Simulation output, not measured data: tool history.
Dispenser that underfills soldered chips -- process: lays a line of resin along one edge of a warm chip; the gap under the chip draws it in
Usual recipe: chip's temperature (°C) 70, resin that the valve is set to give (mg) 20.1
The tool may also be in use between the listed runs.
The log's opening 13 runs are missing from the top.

run   hour  chip's temperature (°C)  resin that the valve is set to give (mg)  time until the resin shows at the far edge (s)  resin that the valve gave (mg)
 14   50.7                       70                                      23.2                                            95.8                           22.85
      52.2  -- new syringe of resin
 15   55.1                       70                                      20.1                                            75.8                           19.73
 16   57.4                       70                                      18.1                                            84.5                           17.76
 17   62.1                       55                                      20.1                                           244.2                           19.59
      62.9  -- new syringe of resin
 18   65.2                       55                                      20.1                                           172.6                           19.65
      69.0  -- dispensing valve cleaned and set on the balance
 19   69.3                       83                                      25.0                                            41.3                           25.03
 20   72.8                       83                                      25.0                                            48.1                           24.96
      74.3  -- new syringe of resin
 21   76.6                       67                                      18.8                                            84.7                           18.77
 22   82.1                       70                                      23.5                                            89.6                           23.35
      85.0  -- new syringe of resin
 23   86.3                       73                                      23.6                                            58.9                           23.42
 24   90.0                       61                                      24.7                                           135.4                           24.58
 25   94.3                       64                                      24.2                                           136.9                           23.98
      95.4  -- new syringe of resin
 26   98.2                       65                                      24.1                                            96.1                           23.84
 27  100.8                       62                                      19.2                                           127.7                           18.97
 28  103.6                       79                                      18.9                                            58.8                           18.58
     105.7  -- new syringe of resin
 29  108.1                       82                                      26.1                                            38.6                           25.65

Run 30 comes next. What will it give?
 30  111.0                       66                                      21.0                                               ?                               ?

time until the resin shows at the far edge (s): 104.1
resin that the valve gave (mg): 20.64
With no hidden state in the tool, this same run would have given time until the resin shows at the far edge (s) 76.2, resin that the valve gave (mg) 20.99.
